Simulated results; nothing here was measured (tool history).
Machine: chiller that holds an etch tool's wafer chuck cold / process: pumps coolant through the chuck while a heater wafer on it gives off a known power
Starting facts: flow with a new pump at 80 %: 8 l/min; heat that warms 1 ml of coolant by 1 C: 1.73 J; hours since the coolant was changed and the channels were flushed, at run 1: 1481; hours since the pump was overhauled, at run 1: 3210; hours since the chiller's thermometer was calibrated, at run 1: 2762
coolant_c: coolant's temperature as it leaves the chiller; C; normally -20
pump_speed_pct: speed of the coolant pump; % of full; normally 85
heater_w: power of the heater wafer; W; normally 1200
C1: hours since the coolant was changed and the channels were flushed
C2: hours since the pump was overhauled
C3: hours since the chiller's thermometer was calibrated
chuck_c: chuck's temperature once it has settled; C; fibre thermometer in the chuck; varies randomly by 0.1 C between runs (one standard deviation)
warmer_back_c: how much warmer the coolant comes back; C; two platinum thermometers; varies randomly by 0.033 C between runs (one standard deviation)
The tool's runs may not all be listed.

run 1 hour=0.0 | coolant_c=-20 pump_speed_pct=85 heater_w=1200 | C1=1481 C2=3210 C3=2762 | chuck_c=-6.1 warmer_back_c=4.84
run 2 hour=70.3 | coolant_c=-20 pump_speed_pct=85 heater_w=1200 | C1=1551 C2=3280 C3=2832 | chuck_c=-5.9 warmer_back_c=4.85
-- hour=128.2 chiller's thermometer calibrated
run 3 hour=144.7 | coolant_c=-20 pump_speed_pct=85 heater_w=1200 | C1=1625 C2=3353 C3=16 | chuck_c=-6.1 warmer_back_c=4.81
run 4 hour=179.7 | coolant_c=-20 pump_speed_pct=85 heater_w=1200 | C1=1660 C2=3388 C3=51 | chuck_c=-6.0 warmer_back_c=4.82
run 5 hour=252.9 | coolant_c=-20 pump_speed_pct=85 heater_w=1200 | C1=1733 C2=3461 C3=125 | chuck_c=-6.0 warmer_back_c=4.90
run 6 hour=299.7 | coolant_c=-20 pump_speed_pct=85 heater_w=1200 | C1=1780 C2=3508 C3=171 | chuck_c=-6.1 warmer_back_c=4.79
run 7 hour=374.6 | coolant_c=-20 pump_speed_pct=85 heater_w=1200 | C1=1854 C2=3583 C3=246 | chuck_c=-6.1 warmer_back_c=4.76
run 8 hour=436.0 | coolant_c=-26 pump_speed_pct=85 heater_w=1200 | C1=1916 C2=3644 C3=308 | chuck_c=-12.2 warmer_back_c=4.78
run 9 hour=496.4 | coolant_c=-20 pump_speed_pct=85 heater_w=1200 | C1=1976 C2=3705 C3=368 | chuck_c=-6.1 warmer_back_c=4.73
run 10 hour=560.0 | coolant_c=-26 pump_speed_pct=85 heater_w=1200 | C1=2040 C2=3769 C3=432 | chuck_c=-12.0 warmer_back_c=4.80
run 11 hour=611.1 | coolant_c=-20 pump_speed_pct=85 heater_w=839 | C1=2091 C2=3820 C3=483 | chuck_c=-10.4 warmer_back_c=3.30
run 12 hour=658.9 | coolant_c=-20 pump_speed_pct=85 heater_w=839 | C1=2139 C2=3867 C3=531 | chuck_c=-10.4 warmer_back_c=3.27
run 13 hour=738.0 | coolant_c=-16 pump_speed_pct=85 heater_w=1229 | C1=2218 C2=3947 C3=610 | chuck_c=-1.6 warmer_back_c=4.90
run 14 hour=773.9 | coolant_c=-21 pump_speed_pct=62 heater_w=601 | C1=2254 C2=3982 C3=646 | chuck_c=-12.3 warmer_back_c=3.33
run 15 hour=809.4 | coolant_c=-14 pump_speed_pct=91 heater_w=798 | C1=2289 C2=4018 C3=681 | chuck_c=-5.0 warmer_back_c=2.88
run 16 hour=860.3 | coolant_c=-14 pump_speed_pct=91 heater_w=859 | C1=2340 C2=4069 C3=732 | chuck_c=-4.4 warmer_back_c=3.06
run 17 hour=938.1 | coolant_c=-21 pump_speed_pct=91 heater_w=859 | C1=2418 C2=4147 C3=810 | chuck_c=-11.6 warmer_back_c=3.07
run 18 hour=1013.5 | coolant_c=-21 pump_speed_pct=91 heater_w=859 | C1=2493 C2=4222 C3=885 | chuck_c=-11.4 warmer_back_c=3.07
run 19 hour=1049.8 | coolant_c=-20 pump_speed_pct=81 heater_w=618 | C1=2530 C2=4258 C3=922 | chuck_c=-12.4 warmer_back_c=2.49
run 20 hour=1128.8 | coolant_c=-29 pump_speed_pct=85 heater_w=1200 | C1=2609 C2=4337 C3=1001 | chuck_c=-15.0 warmer_back_c=4.70
run 21 hour=1180.3 | coolant_c=-16 pump_speed_pct=85 heater_w=619 | C1=2660 C2=4389 C3=1052 | chuck_c=-8.7 warmer_back_c=2.36
run 22 hour=1262.5 | coolant_c=-11 pump_speed_pct=63 heater_w=643 | C1=2742 C2=4471 C3=1134 | chuck_c=-2.0 warmer_back_c=3.43

3 options for the next run, each taken on its own from the tool as it stands now. Forecast them:
run A hour=1302.7 | coolant_c=-20 pump_speed_pct=99 heater_w=1200 | C1=2783 C2=4511 C3=1174 | chuck_c=? warmer_back_c=?
run B hour=1302.7 | coolant_c=-14 pump_speed_pct=63 heater_w=1022 | C1=2783 C2=4511 C3=1174 | chuck_c=? warmer_back_c=?
run C hour=1302.7 | coolant_c=-25 pump_speed_pct=63 heater_w=643 | C1=2783 C2=4511 C3=1174 | chuck_c=? warmer_back_c=?

run=A chuck_c=-7.4 warmer_back_c=3.87
run=B chuck_c=0.5 warmer_back_c=5.62
run=C chuck_c=-15.8 warmer_back_c=3.47
Take away the tool's hidden state, keep each run's random variation, and the runs would have read:
run=A chuck_c=-7.4 warmer_back_c=4.06
run=B chuck_c=0.5 warmer_back_c=5.81
run=C chuck_c=-15.9 warmer_back_c=3.66
